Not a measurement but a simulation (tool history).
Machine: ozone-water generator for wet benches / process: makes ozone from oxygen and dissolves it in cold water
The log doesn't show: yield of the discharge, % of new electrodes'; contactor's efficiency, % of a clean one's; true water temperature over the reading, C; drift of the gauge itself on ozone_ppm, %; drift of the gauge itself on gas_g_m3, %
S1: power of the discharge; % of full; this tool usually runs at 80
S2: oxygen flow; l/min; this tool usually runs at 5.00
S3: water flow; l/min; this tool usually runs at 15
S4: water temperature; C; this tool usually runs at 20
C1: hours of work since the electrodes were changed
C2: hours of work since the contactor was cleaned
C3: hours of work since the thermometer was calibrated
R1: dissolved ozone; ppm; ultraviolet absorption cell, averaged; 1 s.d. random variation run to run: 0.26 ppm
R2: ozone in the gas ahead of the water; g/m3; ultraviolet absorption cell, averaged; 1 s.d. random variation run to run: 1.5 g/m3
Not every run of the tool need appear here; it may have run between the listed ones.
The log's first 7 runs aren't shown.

-- hour=212.0 water thermometer calibrated
run 8 hour=215.5 | S1=42 S2=4.27 S3=15 S4=20 | C1=1293 C2=1031 C3=2 | R1=23.2 R2=189.0
run 9 hour=247.4 | S1=42 S2=4.27 S3=15 S4=20 | C1=1315 C2=1053 C3=24 | R1=23.5 R2=190.3
run 10 hour=278.8 | S1=80 S2=4.01 S3=15 S4=20 | C1=1336 C2=1074 C3=46 | R1=37.7 R2=313.9
run 11 hour=306.7 | S1=80 S2=4.01 S3=15 S4=20 | C1=1355 C2=1093 C3=65 | R1=38.0 R2=316.5
run 12 hour=337.4 | S1=80 S2=4.01 S3=15 S4=20 | C1=1376 C2=1114 C3=86 | R1=37.9 R2=313.9
run 13 hour=375.5 | S1=80 S2=3.92 S3=15 S4=20 | C1=1402 C2=1140 C3=111 | R1=37.8 R2=319.4
run 14 hour=408.4 | S1=80 S2=3.92 S3=15 S4=20 | C1=1425 C2=1163 C3=134 | R1=37.8 R2=317.9
run 15 hour=441.5 | S1=95 S2=5.00 S3=15 S4=20 | C1=1447 C2=1185 C3=156 | R1=42.7 R2=319.6
run 16 hour=483.1 | S1=95 S2=5.00 S3=15 S4=20 | C1=1476 C2=1214 C3=185 | R1=43.4 R2=321.1
run 17 hour=502.7 | S1=95 S2=5.00 S3=15 S4=20 | C1=1489 C2=1227 C3=198 | R1=43.3 R2=322.3
run 18 hour=537.8 | S1=80 S2=2.86 S3=15 S4=27 | C1=1513 C2=1251 C3=222 | R1=33.5 R2=372.3
run 19 hour=564.5 | S1=80 S2=2.86 S3=15 S4=27 | C1=1531 C2=1269 C3=240 | R1=33.8 R2=372.6
run 20 hour=603.6 | S1=80 S2=2.86 S3=15 S4=27 | C1=1558 C2=1296 C3=267 | R1=33.3 R2=371.1
run 21 hour=633.3 | S1=80 S2=5.17 S3=15 S4=13 | C1=1578 C2=1316 C3=287 | R1=42.5 R2=275.3
run 22 hour=654.8 | S1=61 S2=5.17 S3=15 S4=13 | C1=1593 C2=1331 C3=302 | R1=34.3 R2=227.5
run 23 hour=683.6 | S1=64 S2=2.83 S3=23 S4=14 | C1=1612 C2=1350 C3=322 | R1=22.1 R2=310.1
run 24 hour=705.6 | S1=80 S2=5.00 S3=12 S4=16 | C1=1627 C2=1366 C3=337 | R1=46.9 R2=282.3
run 25 hour=730.5 | S1=80 S2=5.00 S3=15 S4=28 | C1=1644 C2=1382 C3=354 | R1=32.5 R2=283.0
run 26 hour=768.9 | S1=49 S2=3.37 S3=15 S4=28 | C1=1671 C2=1409 C3=380 | R1=23.2 R2=239.2
run 27 hour=804.5 | S1=80 S2=5.00 S3=19 S4=20 | C1=1695 C2=1433 C3=404 | R1=31.3 R2=283.8
run 28 hour=826.8 | S1=80 S2=5.00 S3=19 S4=20 | C1=1710 C2=1448 C3=419 | R1=31.1 R2=281.9
run 29 hour=864.1 | S1=55 S2=4.95 S3=19 S4=20 | C1=1735 C2=1474 C3=445 | R1=23.9 R2=213.1
run 30 hour=895.6 | S1=51 S2=5.00 S3=10 S4=20 | C1=1757 C2=1495 C3=466 | R1=35.0 R2=200.4
run 31 hour=927.9 | S1=51 S2=5.00 S3=17 S4=27 | C1=1779 C2=1517 C3=488 | R1=22.0 R2=199.8
run 32 hour=958.6 | S1=51 S2=5.00 S3=17 S4=27 | C1=1800 C2=1538 C3=509 | R1=21.9 R2=202.3

Consider 4 possible next runs. They are alternatives, not a sequence: every one starts from the tool as it was left by run 32. What does each give?
run A hour=988.0 | S1=59 S2=2.89 S3=15 S4=15 | C1=1820 C2=1558 C3=529 | R1=? R2=?
run B hour=988.0 | S1=42 S2=5.00 S3=15 S4=20 | C1=1820 C2=1558 C3=529 | R1=? R2=?
run C hour=988.0 | S1=90 S2=5.00 S3=15 S4=16 | C1=1820 C2=1558 C3=529 | R1=? R2=?
run D hour=988.0 | S1=51 S2=4.24 S3=16 S4=25 | C1=1820 C2=1558 C3=529 | R1=? R2=?

run=A R1=31.0 R2=294.3
run=B R1=23.3 R2=171.9
run=C R1=43.6 R2=305.0
run=D R1=23.6 R2=215.5
With the hidden condition removed and each run's random variation left untouched, the same runs would have given:
run=A R1=32.1 R2=302.2
run=B R1=23.9 R2=175.1
run=C R1=45.5 R2=316.1
run=D R1=24.4 R2=220.5

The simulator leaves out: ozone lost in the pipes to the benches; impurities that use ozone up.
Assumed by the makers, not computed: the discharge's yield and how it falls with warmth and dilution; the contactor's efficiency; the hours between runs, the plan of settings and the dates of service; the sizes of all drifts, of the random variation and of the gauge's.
